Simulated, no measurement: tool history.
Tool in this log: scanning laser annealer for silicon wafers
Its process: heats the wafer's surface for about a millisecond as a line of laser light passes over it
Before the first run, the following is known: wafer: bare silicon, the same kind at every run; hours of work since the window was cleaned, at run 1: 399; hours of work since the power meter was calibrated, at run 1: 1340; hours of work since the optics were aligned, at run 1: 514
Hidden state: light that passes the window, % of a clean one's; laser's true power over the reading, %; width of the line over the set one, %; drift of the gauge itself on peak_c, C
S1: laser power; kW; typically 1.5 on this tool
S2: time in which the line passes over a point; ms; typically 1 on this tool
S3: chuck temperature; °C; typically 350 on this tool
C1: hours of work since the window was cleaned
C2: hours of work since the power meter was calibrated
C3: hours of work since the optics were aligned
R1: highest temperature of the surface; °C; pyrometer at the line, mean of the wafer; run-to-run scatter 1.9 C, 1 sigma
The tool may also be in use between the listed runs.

Run 1, day 0: usual settings; C1 399; C2 1340; C3 514. Result: R1 1104 °C.
Run 2, day 2.854: usual settings; C1 430; C2 1371; C3 545. Result: R1 1097 °C.
Run 3, day 6.212: usual settings; C1 467; C2 1408; C3 581. Result: R1 1097 °C.
Run 4, day 9.229: usual settings; C1 499; C2 1440; C3 614. Result: R1 1096 °C.
Run 5, day 11.375: usual settings; C1 523; C2 1464; C3 638. Result: R1 1097 °C.
Run 6, day 14.112: usual settings; C1 553; C2 1494; C3 667. Result: R1 1095 °C.
Run 7, day 17.133: usual settings; C1 585; C2 1526; C3 700. Result: R1 1094 °C.
Run 8, day 18.688: usual settings but S2 0.8 ms; C1 602; C2 1543; C3 717. Result: R1 1004 °C.
Run 9, day 21.829: usual settings; C1 637; C2 1578; C3 751. Result: R1 1092 °C.
Run 10, day 25.529: usual settings; C1 677; C2 1618; C3 792. Result: R1 1089 °C.
Run 11, day 28.921: usual settings; C1 714; C2 1655; C3 829. Result: R1 1084 °C.
Run 12, day 31.912: usual settings; C1 746; C2 1687; C3 861. Result: R1 1082 °C.
Run 13, day 33.658: usual settings but S3 330 °C; C1 765; C2 1706; C3 880. Result: R1 1060 °C.
Run 14, day 36.392: usual settings but S3 330 °C; C1 795; C2 1736; C3 910. Result: R1 1058 °C.
At day 37.688: window over the wafer cleaned.
Run 15, day 39.846: usual settings but S3 330 °C; C1 24; C2 1773; C3 947. Result: R1 1092 °C.
Run 16, day 41.842: usual settings but S3 330 °C; C1 45; C2 1794; C3 968. Result: R1 1089 °C.
Run 17, day 44.654: usual settings but S3 330 °C; C1 76; C2 1825; C3 999. Result: R1 1089 °C.
Run 18, day 47.138: usual settings but S3 330 °C; C1 103; C2 1852; C3 1026. Result: R1 1089 °C.
Run 19, day 50.671: usual settings but S3 330 °C; C1 141; C2 1891; C3 1064. Result: R1 1090 °C.
Run 20, day 53.879: usual settings but S3 330 °C; C1 176; C2 1925; C3 1099. Result: R1 1080 °C.
Run 21, day 57.533: usual settings but S3 330 °C; C1 216; C2 1965; C3 1139. Result: R1 1080 °C.
Run 22, day 59.446: usual settings but S1 1.411 kW, S2 0.96 ms, S3 355 °C; C1 237; C2 1986; C3 1160. Result: R1 1031 °C.
Run 23, day 62.008: usual settings but S1 1.411 kW, S2 1.25 ms, S3 375 °C; C1 265; C2 2014; C3 1188. Result: R1 1161 °C.
Run 24, day 64.95: usual settings but S3 328 °C; C1 297; C2 2046; C3 1220. Result: R1 1077 °C.
Run 25, day 67.317: usual settings but S1 1.316 kW; C1 323; C2 2072; C3 1246. Result: R1 979 °C.
Run 26, day 69.304: usual settings but S1 1.647 kW; C1 344; C2 2093; C3 1267. Result: R1 1190 °C.
Run 27, day 71.125: usual settings but S1 1.612 kW; C1 364; C2 2113; C3 1287. Result: R1 1168 °C.
At day 72.575: optics aligned, line set to its width.
Run 28, day 74.55: usual settings but S1 1.447 kW, S2 0.79 ms, S3 311 °C; C1 399; C2 2148; C3 21. Result: R1 956 °C.
Run 29, day 77.858: usual settings but S1 1.447 kW, S2 0.79 ms, S3 311 °C; C1 435; C2 2184; C3 57. Result: R1 954 °C.
Run 30, day 79.533: usual settings but S2 0.78 ms, S3 366 °C; C1 453; C2 2202; C3 76. Result: R1 1030 °C.
Run 31, day 82.096: usual settings but S1 1.459 kW, S2 0.95 ms, S3 376 °C; C1 481; C2 2230; C3 104. Result: R1 1093 °C.
Run 32, day 84.762: usual settings but S1 1.363 kW, S2 0.82 ms, S3 376 °C; C1 510; C2 2259; C3 133. Result: R1 979 °C.
Run 33, day 87.808: usual settings but S1 1.494 kW, S2 0.82 ms; C1 543; C2 2293; C3 166. Result: R1 1024 °C.
Run 34, day 90.054: usual settings but S1 1.62 kW, S2 0.99 ms, S3 357 °C; C1 568; C2 2317; C3 190. Result: R1 1189 °C.
Run 35, day 93.025: usual settings but S1 1.637 kW, S2 1.17 ms, S3 365 °C; C1 600; C2 2349; C3 223. Result: R1 1292 °C.
Run 36, day 95.212: usual settings but S1 1.641 kW, S2 1.17 ms, S3 371 °C; C1 624; C2 2373; C3 246. Result: R1 1300 °C.
Run 37, day 98.3: usual settings but S1 1.374 kW, S2 1.19 ms, S3 383 °C; C1 658; C2 2407; C3 280. Result: R1 1126 °C.
Run 38, day 100.379: usual settings but S1 1.374 kW, S2 1.19 ms, S3 383 °C; C1 680; C2 2429; C3 303. Result: R1 1123 °C.
Run 39, day 103.208: usual settings but S1 1.374 kW, S2 1.19 ms, S3 383 °C; C1 711; C2 2460; C3 333. Result: R1 1124 °C.
Run 40, day 106.471: usual settings but S1 1.374 kW, S2 1.19 ms, S3 383 °C; C1 746; C2 2496; C3 369. Result: R1 1118 °C.
Run 41, day 108.283: usual settings but S1 1.374 kW, S2 1.19 ms, S3 383 °C; C1 766; C2 2515; C3 389. Result: R1 1119 °C.

3 options for the next run, each taken on its own from the tool as it stands now. Forecast them:
Run A, day 110.875: usual settings but S1 1.374 kW, S2 1.23 ms, S3 383 °C; C1 794; C2 2544; C3 417. Result: R1 ?.
Run B, day 110.875: usual settings but S1 1.509 kW, S2 0.73 ms, S3 383 °C; C1 794; C2 2544; C3 417. Result: R1 ?.
Run C, day 110.875: usual settings but S1 1.576 kW, S2 1.07 ms, S3 327 °C; C1 794; C2 2544; C3 417. Result: R1 ?.

run    R1
  A  1135
  B  1017
  C  1154
Stripped of hidden state, with their random variation kept, the same runs would have yielded:
run    R1
  A  1159
  B  1038
  C  1181

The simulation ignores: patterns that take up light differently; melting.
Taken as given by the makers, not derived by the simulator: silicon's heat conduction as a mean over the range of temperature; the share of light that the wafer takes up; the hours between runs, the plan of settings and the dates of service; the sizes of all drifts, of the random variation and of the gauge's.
